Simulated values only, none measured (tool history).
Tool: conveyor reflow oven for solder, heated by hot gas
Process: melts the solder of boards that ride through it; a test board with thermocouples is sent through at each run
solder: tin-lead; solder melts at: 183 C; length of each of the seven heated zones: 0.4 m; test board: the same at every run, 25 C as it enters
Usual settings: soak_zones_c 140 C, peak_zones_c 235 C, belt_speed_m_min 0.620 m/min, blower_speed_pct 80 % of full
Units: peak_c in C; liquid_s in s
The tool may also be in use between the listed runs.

run	hour	soak_zones_c	peak_zones_c	belt_speed_m_min	blower_speed_pct	peak_c	liquid_s
1	0.0	140	235	0.620	80	214.0	56.8
# hour 17.5: flux residue cleaned out of gas plates and filters
2	43.3	140	235	0.620	80	216.7	59.7
3	71.5	140	235	0.620	80	216.8	59.5
4	105.8	132	235	0.620	80	214.9	54.9
5	136.4	149	235	0.620	80	218.0	64.4
6	177.5	149	235	0.620	80	217.3	64.0
7	200.0	149	235	0.620	80	217.7	64.1
8	225.9	140	235	0.620	80	215.3	58.9
9	265.4	140	235	0.620	80	215.1	58.7
10	283.0	140	235	0.620	80	215.3	58.5
11	313.4	140	235	0.620	80	214.4	58.4
12	345.5	140	237	0.688	75	211.6	48.5
13	374.9	132	235	0.620	65	209.6	49.4
14	407.2	132	235	0.620	65	209.0	49.3
15	434.9	145	242	0.620	65	217.8	62.5

5 ways to go on from here, each from the tool as it stands after run 15. What would each give?
A	461.2	145	227	0.640	64	?	?
B	461.2	145	242	0.678	77	?	?
C	461.2	136	242	0.645	65	?	?
D	461.2	140	246	0.620	87	?	?
E	461.2	133	229	0.620	76	?	?

run	peak_c	liquid_s
A	204.3	46.6
B	216.9	56.1
C	214.1	53.2
D	224.1	65.6
E	206.9	46.9
Without the tool's hidden state the same runs would have given:
run	peak_c	liquid_s
A	207.9	49.3
B	221.0	57.2
C	218.0	54.8
D	228.4	66.0
E	210.9	49.8

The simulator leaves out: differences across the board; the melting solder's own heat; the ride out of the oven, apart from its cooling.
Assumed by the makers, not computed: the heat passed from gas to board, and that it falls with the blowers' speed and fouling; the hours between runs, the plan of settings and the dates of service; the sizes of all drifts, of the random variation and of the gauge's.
